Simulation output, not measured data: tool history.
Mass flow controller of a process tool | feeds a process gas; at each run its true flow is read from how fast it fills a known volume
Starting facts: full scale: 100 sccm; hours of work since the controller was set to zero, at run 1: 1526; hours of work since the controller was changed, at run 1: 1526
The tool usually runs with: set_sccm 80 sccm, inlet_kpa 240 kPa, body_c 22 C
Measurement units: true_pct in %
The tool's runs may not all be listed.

run	hour	set_sccm	inlet_kpa	body_c	hours of work since the controller was set to zero	hours of work since the controller was changed	true_pct
1	0.0	80	240	22	1526	1526	99.61
2	426.9	80	240	22	1667	1667	99.55
3	762.4	80	240	22	1779	1779	99.57
4	1064.4	80	240	22	1879	1879	99.67
5	1411.4	80	240	22	1994	1994	99.43
6	1908.0	80	240	22	2159	2159	99.49
7	2254.8	80	240	22	2275	2275	99.47
8	2659.5	80	199	22	2409	2409	99.27
9	2903.5	80	199	22	2490	2490	99.27
10	3314.8	80	199	22	2627	2627	99.22
# hour 3352.8: controller's zero set anew
11	3733.5	16	240	22	126	2765	101.76
12	4179.4	80	240	22	275	2914	99.40
13	4443.6	80	240	22	362	3001	99.36
14	4740.2	80	167	22	461	3100	99.35
15	5175.3	80	167	22	605	3244	99.06
16	5495.9	80	240	22	712	3351	99.44
17	5852.3	80	240	22	830	3469	99.32
18	6106.2	14	231	32	914	3554	101.60
# hour 6340.3: controller's zero set anew, once more
19	6409.2	18	240	35	23	3654	97.27
20	6809.6	13	225	21	156	3787	98.50
21	7239.6	80	159	21	299	3930	98.27
22	7592.0	42	268	21	416	4047	98.57
23	8096.1	72	250	37	583	4214	97.42
24	8373.6	72	250	37	675	4306	97.26
25	8690.2	72	250	37	780	4412	97.16
26	9074.3	19	250	37	908	4539	97.35
27	9556.6	80	258	22	1068	4699	98.47
28	9866.4	36	197	27	1171	4802	97.82
29	10290.5	24	240	22	1312	4943	98.44
30	10681.6	24	240	22	1442	5073	98.51
31	11194.3	24	179	32	1612	5243	97.51
32	11575.3	12	240	22	1739	5370	99.24
33	11835.2	32	245	22	1825	5456	98.49

What if the next run were any one of these 4? Each begins from the tool's condition after run 33:
A	12329.9	35	240	22	1989	5620	?
B	12329.9	21	161	26	1989	5620	?
C	12329.9	53	272	22	1989	5620	?
D	12329.9	80	142	37	1989	5620	?

run	true_pct
A	98.27
B	98.01
C	98.15
D	96.39
Stripped of hidden state, with their random variation kept, the same runs would have yielded:
run	true_pct
A	100.18
B	99.52
C	100.26
D	98.63
